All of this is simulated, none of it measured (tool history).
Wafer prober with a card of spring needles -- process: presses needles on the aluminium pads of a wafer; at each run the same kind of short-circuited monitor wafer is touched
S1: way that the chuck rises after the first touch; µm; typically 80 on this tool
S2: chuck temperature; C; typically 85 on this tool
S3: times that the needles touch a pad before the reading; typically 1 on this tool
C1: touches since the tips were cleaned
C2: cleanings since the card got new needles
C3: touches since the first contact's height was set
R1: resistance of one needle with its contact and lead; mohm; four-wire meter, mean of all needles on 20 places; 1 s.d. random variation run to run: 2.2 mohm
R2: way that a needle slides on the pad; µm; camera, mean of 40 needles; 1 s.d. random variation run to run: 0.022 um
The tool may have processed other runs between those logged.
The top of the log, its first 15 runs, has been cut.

run,hour,S1,S2,S3,C1,C2,C3,R1,R2
# hour 852.8: tips cleaned on abrasive film
# hour 895.7: tips cleaned on abrasive film
16,901.1,80,85,1,1041,30,121223,287,16.15
# hour 939.7: tips cleaned on abrasive film
17,941.1,80,100,2,255,31,128868,260,16.17
# hour 963.4: height of the first contact set anew
# hour 980.1: tips cleaned on abrasive film
# hour 1020.7: tips cleaned on abrasive film
18,1020.7,69,85,2,0,33,10962,257,14.19
# hour 1064.6: tips cleaned on abrasive film
# hour 1104.8: tips cleaned on abrasive film
19,1104.8,69,69,2,0,35,27053,254,14.14
# hour 1145.3: tips cleaned on abrasive film
# hour 1189.1: tips cleaned on abrasive film
20,1189.1,69,69,2,0,37,43192,245,14.07
# hour 1233.8: tips cleaned on abrasive film
21,1252.7,82,106,1,3628,38,55386,328,16.76
# hour 1274.3: tips cleaned on abrasive film
22,1288.1,80,29,1,2644,39,62156,311,16.32
# hour 1318.8: tips cleaned on abrasive film
23,1353.3,80,53,1,6616,40,74648,338,16.31
# hour 1360.5: tips cleaned on abrasive film
24,1398.2,83,90,2,7250,41,83250,303,16.89
# hour 1403.9: tips cleaned on abrasive film
25,1439.9,72,52,2,6902,42,91226,307,14.60
# hour 1445.8: tips cleaned on abrasive film
# hour 1488.2: tips cleaned on abrasive film
26,1500.8,72,52,1,2414,44,102863,325,14.55
# hour 1535.2: tips cleaned on abrasive film
27,1541.6,72,52,1,1231,45,110689,300,14.53
# hour 1577.9: tips cleaned on abrasive film
28,1597.4,99,45,2,3742,46,121380,267,20.09
# hour 1618.2: tips cleaned on abrasive film
29,1652.3,99,45,2,6551,47,131895,269,20.05
# hour 1663.7: tips cleaned on abrasive film
# hour 1664.0: height of the first contact set anew
# hour 1705.8: tips cleaned on abrasive film
30,1720.7,99,45,2,2857,49,10861,263,20.46
# hour 1747.8: tips cleaned on abrasive film
31,1759.0,95,118,2,2135,50,18187,281,19.54
# hour 1791.0: tips cleaned on abrasive film
# hour 1835.1: tips cleaned on abrasive film
32,1837.0,95,63,1,369,52,33120,255,19.47

What if the next run were any one of these 4? Each begins from the tool's condition after run 32:
# hour 1876.7: tips cleaned on abrasive film
A,1876.7,95,44,1,0,53,40717,?,?
# hour 1876.7: tips cleaned on abrasive film
B,1876.7,95,63,2,0,53,40717,?,?
# hour 1876.7: tips cleaned on abrasive film
C,1876.7,77,63,1,0,53,40717,?,?
# hour 1876.7: tips cleaned on abrasive film
D,1876.7,66,63,1,0,53,40717,?,?

run,R1,R2
A,238,19.49
B,237,19.52
C,251,15.75
D,260,13.49
The same runs, with their run-to-run variation unchanged, on a tool lacking any hidden condition would have given:
run,R1,R2
A,229,19.60
B,230,19.62
C,237,15.86
D,242,13.59
